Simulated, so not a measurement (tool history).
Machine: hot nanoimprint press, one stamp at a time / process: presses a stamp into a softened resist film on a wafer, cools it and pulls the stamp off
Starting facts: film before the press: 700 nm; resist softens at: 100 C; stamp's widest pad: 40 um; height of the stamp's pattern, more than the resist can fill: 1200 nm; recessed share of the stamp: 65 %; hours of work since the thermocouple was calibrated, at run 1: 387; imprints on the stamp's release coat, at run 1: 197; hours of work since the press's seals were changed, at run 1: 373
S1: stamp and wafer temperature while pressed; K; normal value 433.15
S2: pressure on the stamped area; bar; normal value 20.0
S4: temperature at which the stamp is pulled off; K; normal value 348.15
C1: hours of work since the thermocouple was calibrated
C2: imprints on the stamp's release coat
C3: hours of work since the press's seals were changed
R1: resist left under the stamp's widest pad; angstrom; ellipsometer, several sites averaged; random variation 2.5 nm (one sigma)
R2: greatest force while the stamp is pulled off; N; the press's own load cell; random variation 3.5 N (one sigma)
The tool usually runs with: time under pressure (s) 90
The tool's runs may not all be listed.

Run 1, hour 0.0: usual settings; C1 387; C2 197; C3 373. Result: R1 4279 angstrom, R2 174 N.
Run 2, hour 8.2: usual settings; C1 393; C2 232; C3 379. Result: R1 4277 angstrom, R2 177 N.
Run 3, hour 20.0: usual settings; C1 402; C2 282; C3 388. Result: R1 4315 angstrom, R2 184 N.
Run 4, hour 27.7: usual settings; C1 408; C2 315; C3 394. Result: R1 4331 angstrom, R2 189 N.
Run 5, hour 40.1: usual settings but time under pressure (s) 120; C1 417; C2 368; C3 403. Result: R1 3906 angstrom, R2 181 N.
Run 6, hour 48.6: usual settings but S2 23.3 bar; C1 424; C2 404; C3 410. Result: R1 4117 angstrom, R2 195 N.
Run 7, hour 57.5: usual settings but S2 23.3 bar; C1 430; C2 442; C3 417. Result: R1 4094 angstrom, R2 195 N.
Run 8, hour 68.5: usual settings but S2 23.3 bar; C1 439; C2 489; C3 425. Result: R1 4079 angstrom, R2 195 N.
Run 9, hour 81.2: usual settings but S2 23.3 bar; C1 448; C2 544; C3 435. Result: R1 4133 angstrom, R2 195 N.
Run 10, hour 94.7: usual settings but time under pressure (s) 62; C1 458; C2 601; C3 445. Result: R1 4807 angstrom, R2 200 N.
Run 11, hour 104.3: usual settings but S4 341.15 K; C1 466; C2 642; C3 452. Result: R1 4362 angstrom, R2 238 N.
Run 12, hour 117.3: usual settings but S2 20.6 bar; C1 475; C2 698; C3 462. Result: R1 4265 angstrom, R2 196 N.
Run 13, hour 129.6: usual settings but S2 20.6 bar; C1 485; C2 751; C3 471. Result: R1 4289 angstrom, R2 202 N.
Run 14, hour 135.2: usual settings but S1 427.15 K, S2 20.6 bar; C1 489; C2 774; C3 475. Result: R1 5487 angstrom, R2 209 N.
Run 15, hour 143.9: usual settings; C1 496; C2 812; C3 482. Result: R1 4330 angstrom, R2 203 N.
Run 16, hour 155.8: usual settings but time under pressure (s) 109; C1 504; C2 862; C3 491. Result: R1 4088 angstrom, R2 204 N.

Expected results for the next run?
At hour 163.3: plate thermocouple calibrated.
Run 17, hour 164.7: usual settings but time under pressure (s) 109; C1 1; C2 888; C3 495. Result: R1 ?, R2 ?.

R1: 3861 angstrom
R2: 207 N
Minus the tool's unlogged condition, the same run would have read R1 3852 angstrom, R2 168 N.
